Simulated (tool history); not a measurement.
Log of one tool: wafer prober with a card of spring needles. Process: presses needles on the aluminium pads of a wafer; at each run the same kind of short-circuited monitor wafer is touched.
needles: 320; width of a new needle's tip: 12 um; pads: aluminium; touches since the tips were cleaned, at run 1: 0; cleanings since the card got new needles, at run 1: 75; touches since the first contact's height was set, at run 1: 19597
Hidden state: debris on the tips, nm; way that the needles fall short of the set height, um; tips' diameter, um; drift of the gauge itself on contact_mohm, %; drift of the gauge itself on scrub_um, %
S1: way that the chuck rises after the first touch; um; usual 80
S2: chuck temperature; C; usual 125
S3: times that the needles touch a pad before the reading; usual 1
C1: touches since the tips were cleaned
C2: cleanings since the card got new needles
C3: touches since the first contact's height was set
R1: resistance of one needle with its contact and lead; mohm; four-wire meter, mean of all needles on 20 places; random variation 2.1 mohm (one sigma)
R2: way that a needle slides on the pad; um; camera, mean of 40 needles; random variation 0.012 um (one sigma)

Run 1, day 0: usual settings; C1 0; C2 75; C3 19597. Result: R1 222 mohm, R2 12.52 um.
At day 0.633: tips cleaned on abrasive film.
At day 1.271: tips cleaned on abrasive film.
At day 1.779: tips cleaned on abrasive film.
Run 2, day 1.833: usual settings; C1 793; C2 78; C3 45242. Result: R1 223 mohm, R2 12.49 um.
At day 2.342: tips cleaned on abrasive film.
At day 2.854: tips cleaned on abrasive film.
At day 3.488: tips cleaned on abrasive film.
At day 3.996: tips cleaned on abrasive film.
Run 3, day 4.412: usual settings but S2 46 C; C1 5866; C2 82; C3 81284. Result: R1 206 mohm, R2 12.51 um.
At day 4.542: tips cleaned on abrasive film.
At day 5.179: tips cleaned on abrasive film.
At day 5.812: tips cleaned on abrasive film.
At day 6.446: tips cleaned on abrasive film.
Run 4, day 6.621: usual settings but S1 73 um; C1 2439; C2 86; C3 112124. Result: R1 222 mohm, R2 11.42 um.
At day 7.004: tips cleaned on abrasive film.
At day 7.267: height of the first contact set anew.
At day 7.65: tips cleaned on abrasive film.
At day 8.288: tips cleaned on abrasive film.
At day 8.796: tips cleaned on abrasive film.
Run 5, day 9.038: usual settings but S1 73 um; C1 3428; C2 90; C3 24730. Result: R1 225 mohm, R2 11.4 um.
At day 9.421: tips cleaned on abrasive film.
At day 10.054: tips cleaned on abrasive film.
At day 10.562: tips cleaned on abrasive film.
Run 6, day 10.783: usual settings but S1 73 um; C1 3090; C2 93; C3 49121. Result: R1 222 mohm, R2 11.42 um.
At day 11.167: tips cleaned on abrasive film.
At day 11.675: tips cleaned on abrasive film.
At day 12.308: tips cleaned on abrasive film.
At day 12.946: tips cleaned on abrasive film.
At day 13.579: tips cleaned on abrasive film.
At day 14.088: tips cleaned on abrasive film.
Run 7, day 14.262: usual settings but S1 73 um; C1 2453; C2 99; C3 97726. Result: R1 223 mohm, R2 11.42 um.
At day 14.646: tips cleaned on abrasive film.
At day 15.154: tips cleaned on abrasive film.
At day 15.788: tips cleaned on abrasive film.
At day 15.929: height of the first contact set anew.
At day 16.438: tips cleaned on abrasive film.
Run 8, day 16.608: usual settings but S1 73 um; C1 2436; C2 103; C3 9536. Result: R1 222 mohm, R2 11.43 um.
At day 16.992: tips cleaned on abrasive film.
At day 17.5: tips cleaned on abrasive film.
At day 18.133: tips cleaned on abrasive film.
At day 18.646: tips cleaned on abrasive film.
At day 19.208: tips cleaned on abrasive film.
Run 9, day 19.208: usual settings but S1 89 um; C1 0; C2 108; C3 45850. Result: R1 223 mohm, R2 13.93 um.
At day 19.846: tips cleaned on abrasive film.
At day 20.354: tips cleaned on abrasive film.
At day 20.988: tips cleaned on abrasive film.
Run 10, day 21.221: usual settings; C1 3255; C2 111; C3 73956. Result: R1 227 mohm, R2 12.5 um.
At day 21.604: tips cleaned on abrasive film.
At day 22.112: tips cleaned on abrasive film.
At day 22.638: tips cleaned on abrasive film.
Run 11, day 22.638: usual settings; C1 0; C2 114; C3 93730. Result: R1 223 mohm, R2 12.52 um.
At day 23.271: tips cleaned on abrasive film.
At day 23.779: tips cleaned on abrasive film.
At day 24.417: tips cleaned on abrasive film.
At day 24.554: height of the first contact set anew.
At day 25.062: tips cleaned on abrasive film.
Run 12, day 25.062: usual settings; C1 0; C2 118; C3 7077. Result: R1 225 mohm, R2 12.5 um.
At day 25.696: tips cleaned on abrasive film.
At day 26.333: tips cleaned on abrasive film.
At day 26.967: tips cleaned on abrasive film.
At day 27.6: tips cleaned on abrasive film.
At day 28.238: tips cleaned on abrasive film.
Run 13, day 28.454: usual settings but S1 69 um; C1 3068; C2 123; C3 54522. Result: R1 226 mohm, R2 10.79 um.
At day 28.838: tips cleaned on abrasive film.
At day 29.346: tips cleaned on abrasive film.
At day 29.979: tips cleaned on abrasive film.
At day 30.617: tips cleaned on abrasive film.
At day 31.25: tips cleaned on abrasive film.
At day 31.829: tips cleaned on abrasive film.
Run 14, day 31.829: usual settings but S1 75 um, S2 91 C; C1 0; C2 129; C3 101670. Result: R1 211 mohm, R2 11.75 um.
At day 32.462: tips cleaned on abrasive film.
At day 33.1: tips cleaned on abrasive film.
At day 33.112: height of the first contact set anew.
At day 33.746: tips cleaned on abrasive film.
Run 15, day 34.162: usual settings but S1 75 um, S2 91 C; C1 5880; C2 132; C3 14755. Result: R1 218 mohm, R2 11.76 um.
At day 34.296: tips cleaned on abrasive film.
At day 34.804: tips cleaned on abrasive film.
At day 35.438: tips cleaned on abrasive film.
Run 16, day 35.892: usual settings but S1 69 um, S2 28 C; C1 6370; C2 135; C3 38876. Result: R1 203 mohm, R2 10.8 um.
At day 36.021: tips cleaned on abrasive film.
At day 36.529: tips cleaned on abrasive film.
At day 37.162: tips cleaned on abrasive film.
At day 37.8: tips cleaned on abrasive film.
At day 38.433: tips cleaned on abrasive film.
At day 39.071: tips cleaned on abrasive film.
Run 17, day 39.275: usual settings but S1 94 um; C1 2878; C2 141; C3 86130. Result: R1 227 mohm, R2 14.7 um.
At day 39.654: tips cleaned on abrasive film.
At day 40.292: tips cleaned on abrasive film.
At day 40.925: tips cleaned on abrasive film.
At day 41.562: tips cleaned on abrasive film.
At day 41.7: height of the first contact set anew.
At day 42.208: tips cleaned on abrasive film.
At day 42.717: tips cleaned on abrasive film.
Run 18, day 42.729: usual settings but S1 74 um, S2 116 C; C1 187; C2 147; C3 14388. Result: R1 224 mohm, R2 11.58 um.
At day 43.238: tips cleaned on abrasive film.
At day 43.746: tips cleaned on abrasive film.
At day 44.383: tips cleaned on abrasive film.
At day 45.017: tips cleaned on abrasive film.
At day 45.654: tips cleaned on abrasive film.
Run 19, day 45.975: usual settings but S1 78 um, S2 51 C, S3 2; C1 4544; C2 152; C3 59763. Result: R1 204 mohm, R2 12.2 um.
At day 46.233: tips cleaned on abrasive film.
At day 46.867: tips cleaned on abrasive film.
At day 47.5: tips cleaned on abrasive film.
Run 20, day 47.754: usual settings but S1 78 um, S2 51 C, S3 2; C1 3535; C2 155; C3 84598. Result: R1 207 mohm, R2 12.21 um.
At day 48.133: tips cleaned on abrasive film.
At day 48.771: tips cleaned on abrasive film.
At day 49.404: tips cleaned on abrasive film.
At day 49.912: tips cleaned on abrasive film.
At day 50.304: height of the first contact set anew.
At day 50.562: tips cleaned on abrasive film.
Run 21, day 50.917: usual settings but S1 78 um, S2 51 C, S3 2; C1 5022; C2 160; C3 8573. Result: R1 209 mohm, R2 12.22 um.
At day 51.175: tips cleaned on abrasive film.
At day 51.808: tips cleaned on abrasive film.
At day 52.442: tips cleaned on abrasive film.
At day 53.05: tips cleaned on abrasive film.
Run 22, day 53.05: usual settings but S1 96 um, S2 79 C, S3 3; C1 0; C2 164; C3 38341. Result: R1 209 mohm, R2 15.03 um.
At day 53.683: tips cleaned on abrasive film.
At day 54.192: tips cleaned on abrasive film.
At day 54.7: tips cleaned on abrasive film.
At day 55.338: tips cleaned on abrasive film.
At day 55.971: tips cleaned on abrasive film.
Run 23, day 56: usual settings but S1 82 um, S2 45 C; C1 429; C2 169; C3 79597. Result: R1 207 mohm, R2 12.81 um.
At day 56.512: tips cleaned on abrasive film.
At day 57.021: tips cleaned on abrasive film.
At day 57.529: tips cleaned on abrasive film.
Run 24, day 57.671: usual settings but S1 98 um, S2 66 C, S3 2; C1 2018; C2 172; C3 102919. Result: R1 208 mohm, R2 15.35 um.

Forecast each of these 5 alternatives for the next run:
At day 58.054: tips cleaned on abrasive film.
At day 58.562: tips cleaned on abrasive film.
At day 58.954: height of the first contact set anew.
At day 59.083: tips cleaned on abrasive film.
Run A, day 59.367: usual settings but S1 98 um, S2 68 C, S3 2; C1 3965; C2 175; C3 5741. Result: R1 ?, R2 ?.
At day 58.054: tips cleaned on abrasive film.
At day 58.562: tips cleaned on abrasive film.
At day 58.954: height of the first contact set anew.
At day 59.083: tips cleaned on abrasive film.
Run B, day 59.367: usual settings; C1 3965; C2 175; C3 5741. Result: R1 ?, R2 ?.
At day 58.054: tips cleaned on abrasive film.
At day 58.562: tips cleaned on abrasive film.
At day 58.954: height of the first contact set anew.
At day 59.083: tips cleaned on abrasive film.
Run C, day 59.367: usual settings but S2 59 C, S3 2; C1 3965; C2 175; C3 5741. Result: R1 ?, R2 ?.
At day 58.054: tips cleaned on abrasive film.
At day 58.562: tips cleaned on abrasive film.
At day 58.954: height of the first contact set anew.
At day 59.083: tips cleaned on abrasive film.
Run D, day 59.367: usual settings but S1 76 um, S2 103 C; C1 3965; C2 175; C3 5741. Result: R1 ?, R2 ?.
At day 58.054: tips cleaned on abrasive film.
At day 58.562: tips cleaned on abrasive film.
At day 58.954: height of the first contact set anew.
At day 59.083: tips cleaned on abrasive film.
Run E, day 59.367: usual settings but S1 73 um, S2 71 C, S3 3; C1 3965; C2 175; C3 5741. Result: R1 ?, R2 ?.

run   R1     R2
  A  214  15.34
  B  221  12.51
  C  209   12.5
  D  219   11.9
  E  210  11.42
Without the tool's hidden state the same runs would have given:
run   R1     R2
  A  213  15.34
  B  221  12.51
  C  209   12.5
  D  218   11.9
  E  210  11.42

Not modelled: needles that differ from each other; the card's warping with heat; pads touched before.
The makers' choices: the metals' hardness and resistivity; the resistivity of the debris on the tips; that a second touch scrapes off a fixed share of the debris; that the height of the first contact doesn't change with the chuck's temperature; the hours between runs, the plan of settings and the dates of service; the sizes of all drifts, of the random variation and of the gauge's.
